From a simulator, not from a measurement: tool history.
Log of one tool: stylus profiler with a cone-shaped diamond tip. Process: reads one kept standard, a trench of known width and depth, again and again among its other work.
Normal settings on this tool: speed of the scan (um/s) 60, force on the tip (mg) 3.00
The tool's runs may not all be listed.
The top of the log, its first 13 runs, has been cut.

run	hour	speed of the scan (um/s)	force on the tip (mg)	scans with this tip	hours of work since the height scale was calibrated	depth of the trench (nm)	width of the trench's floor (nm)
14	606.5	60	6.12	5903	396	1031.49	93850
15	639.9	210	6.12	6290	422	1031.35	93560
16	701.6	60	3.00	7006	469	1019.27	93820
17	752.3	60	4.63	7593	509	1026.01	93870
18	804.2	60	3.00	8195	549	1019.92	93870
19	846.3	60	4.58	8683	582	1025.65	93820
20	883.3	60	4.58	9111	611	1025.93	93820
21	941.8	50	1.78	9789	656	1013.61	93800
22	1013.3	50	1.78	10618	712	1013.85	93800
23	1057.1	64	3.00	11126	746	1019.50	93730
24	1087.9	22	7.51	11483	769	1036.57	93930
25	1131.6	18	4.68	11989	803	1026.26	93950
26	1193.8	18	4.68	12710	852	1026.56	93980
27	1251.0	33	4.18	13372	896	1024.15	93970
28	1283.0	34	3.14	13744	921	1019.96	93850
29	1334.2	34	3.14	14337	961	1020.21	93900
30	1384.0	203	5.08	14914	999	1027.86	93510
# hour 1412.2: new tip fitted, height scale calibrated
31	1427.1	56	1.87	173	12	1014.42	93750
32	1487.8	97	2.27	876	59	1016.34	93610

For run 33, what comes out?
33	1559.2	97	1.96	1703	114	?	?

{"run 33": {"depth of the trench (nm)": 1014.71, "width of the trench's floor (nm)": 93660}}
With no hidden state in the tool, this same run would have given depth of the trench (nm) 1014.71, width of the trench's floor (nm) 93660.

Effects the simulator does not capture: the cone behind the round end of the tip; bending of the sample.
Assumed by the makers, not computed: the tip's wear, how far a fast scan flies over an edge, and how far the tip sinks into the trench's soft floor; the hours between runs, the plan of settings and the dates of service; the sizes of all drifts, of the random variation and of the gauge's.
